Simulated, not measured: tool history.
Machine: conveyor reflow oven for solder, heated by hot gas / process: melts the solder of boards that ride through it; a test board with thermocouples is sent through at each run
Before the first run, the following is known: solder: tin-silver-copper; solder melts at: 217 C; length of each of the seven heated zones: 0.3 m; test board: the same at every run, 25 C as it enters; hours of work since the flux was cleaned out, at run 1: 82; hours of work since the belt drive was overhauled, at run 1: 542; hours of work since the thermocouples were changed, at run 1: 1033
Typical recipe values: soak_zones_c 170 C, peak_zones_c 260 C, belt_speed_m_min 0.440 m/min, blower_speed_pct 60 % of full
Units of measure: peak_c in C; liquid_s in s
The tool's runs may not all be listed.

run	hour	soak_zones_c	peak_zones_c	belt_speed_m_min	blower_speed_pct	hours of work since the flux was cleaned out	hours of work since the belt drive was overhauled	hours of work since the thermocouples were changed	peak_c	liquid_s
1	0.0	170	260	0.440	60	82	542	1033	238.6	46.3
2	32.7	170	258	0.440	60	108	568	1059	236.8	44.2
3	47.6	170	258	0.440	60	120	580	1071	236.9	44.3
# hour 54.2: thermocouples of zones 6 and 7 changed
4	65.5	170	258	0.440	60	133	593	9	240.3	48.6
5	88.6	170	260	0.440	60	151	611	27	242.2	49.8
6	121.9	170	260	0.440	60	178	638	54	241.5	49.5
7	145.4	170	268	0.440	65	197	657	73	250.0	58.6
8	162.1	170	260	0.440	54	210	670	86	239.2	45.7
9	177.5	170	260	0.440	54	222	682	98	239.0	45.5
# hour 197.1: flux residue cleaned out of gas plates and filters
10	197.1	172	269	0.440	54	0	694	110	248.1	56.7

Consider 4 possible next runs. They are alternatives, not a sequence: every one starts from the tool as it was left by run 10. What does each give?
A	221.8	170	259	0.380	60	20	714	130	?	?
B	221.8	172	272	0.499	52	20	714	130	?	?
C	221.8	170	260	0.440	75	20	714	130	?	?
D	221.8	161	260	0.440	60	20	714	130	?	?

run	peak_c	liquid_s
A	246.3	65.0
B	243.9	45.1
C	247.1	58.0
D	241.0	45.9
With no hidden state in the tool, these same runs would have given:
run	peak_c	liquid_s
A	246.0	63.4
B	243.3	43.7
C	246.8	56.7
D	240.5	44.5

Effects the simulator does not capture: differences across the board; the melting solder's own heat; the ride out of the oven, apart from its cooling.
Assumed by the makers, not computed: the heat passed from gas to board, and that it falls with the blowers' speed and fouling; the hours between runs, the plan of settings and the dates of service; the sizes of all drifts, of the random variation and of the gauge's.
